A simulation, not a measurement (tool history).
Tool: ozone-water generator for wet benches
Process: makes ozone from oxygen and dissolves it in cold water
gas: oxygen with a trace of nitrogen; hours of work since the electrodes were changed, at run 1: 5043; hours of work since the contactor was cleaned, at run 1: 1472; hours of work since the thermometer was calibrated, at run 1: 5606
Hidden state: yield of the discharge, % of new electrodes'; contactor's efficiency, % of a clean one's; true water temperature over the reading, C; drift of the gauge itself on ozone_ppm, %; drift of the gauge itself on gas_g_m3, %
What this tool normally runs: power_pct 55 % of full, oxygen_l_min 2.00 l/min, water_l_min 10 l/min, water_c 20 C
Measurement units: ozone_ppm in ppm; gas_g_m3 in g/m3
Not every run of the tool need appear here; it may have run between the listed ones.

run,day,power_pct,oxygen_l_min,water_l_min,water_c,hours of work since the electrodes were changed,hours of work since the contactor was cleaned,hours of work since the thermometer was calibrated,ozone_ppm,gas_g_m3
1,0.000,55,2.00,10,20,5043,1472,5606,17.3,169.3
2,5.446,55,2.00,10,20,5172,1601,5736,17.5,170.8
# day 9.129: water thermometer calibrated
3,10.746,55,2.00,10,20,5297,1726,38,17.4,171.5
4,14.533,55,2.00,10,20,5387,1816,128,17.2,173.0
5,17.742,78,2.00,10,20,5463,1892,204,21.1,207.9
6,23.088,78,2.00,8,20,5590,2019,331,24.9,209.9
7,27.550,78,2.00,8,20,5696,2125,437,24.9,209.7
8,31.667,78,2.00,7,20,5793,2222,535,27.5,209.1
9,37.254,53,2.00,10,20,5926,2355,667,16.8,168.7
10,41.688,53,2.00,10,20,6031,2460,772,17.0,169.1
11,47.533,53,2.00,10,20,6170,2599,911,17.0,169.4
12,50.108,55,1.83,10,20,6231,2660,972,17.0,179.3
# day 52.600: electrodes of the discharge changed
13,52.767,55,2.00,10,20,4,2717,1029,17.2,175.7
14,56.479,55,2.00,10,20,92,2805,1117,17.3,173.6
15,59.954,55,2.00,9,20,174,2887,1200,18.9,174.6
16,64.846,55,2.00,10,18,290,3004,1316,17.9,174.7
17,69.096,55,2.00,10,18,391,3104,1417,17.4,177.4
18,74.404,49,1.21,7,12,517,3230,1543,20.3,194.1
# day 75.983: gauge calibrated
19,77.638,44,1.21,7,13,594,3307,1619,19.1,178.3
20,80.896,72,1.21,9,14,671,3384,1697,19.7,232.6
21,85.042,72,1.21,9,14,770,3483,1795,19.7,234.4
22,88.567,55,3.24,10,12,853,3566,1878,21.9,147.5
23,91.450,72,1.51,10,24,921,3634,1947,17.6,219.9
24,97.275,72,1.51,10,24,1060,3773,2085,17.9,218.4
25,99.788,55,2.00,10,23,1119,3832,2145,16.7,172.5
26,103.400,55,2.00,10,23,1205,3918,2230,16.4,171.6
27,107.792,65,2.00,10,23,1309,4022,2334,18.2,189.8
28,112.504,65,2.00,10,23,1421,4134,2446,18.2,189.9
29,118.433,65,2.00,10,23,1562,4275,2587,18.4,189.7
30,123.388,65,1.68,10,23,1679,4392,2704,17.5,201.3
31,128.462,55,2.00,11,14,1799,4512,2825,17.2,173.2
32,132.917,55,1.66,11,16,1905,4618,2930,15.9,186.3

Branching from run 32: 4 alternative next runs. What would each branch give?
A,138.042,73,1.34,10,20,2027,4740,3052,?,?
B,138.042,92,2.41,11,16,2027,4740,3052,?,?
C,138.042,55,1.08,11,16,2027,4740,3052,?,?
D,138.042,55,1.66,11,18,2027,4740,3052,?,?

run,ozone_ppm,gas_g_m3
A,18.0,233.1
B,23.7,219.3
C,12.9,212.9
D,15.4,185.6
Stripped of hidden state, with their random variation kept, the same runs would have yielded:
run,ozone_ppm,gas_g_m3
A,18.0,227.7
B,23.8,214.3
C,12.9,208.0
D,15.4,181.3
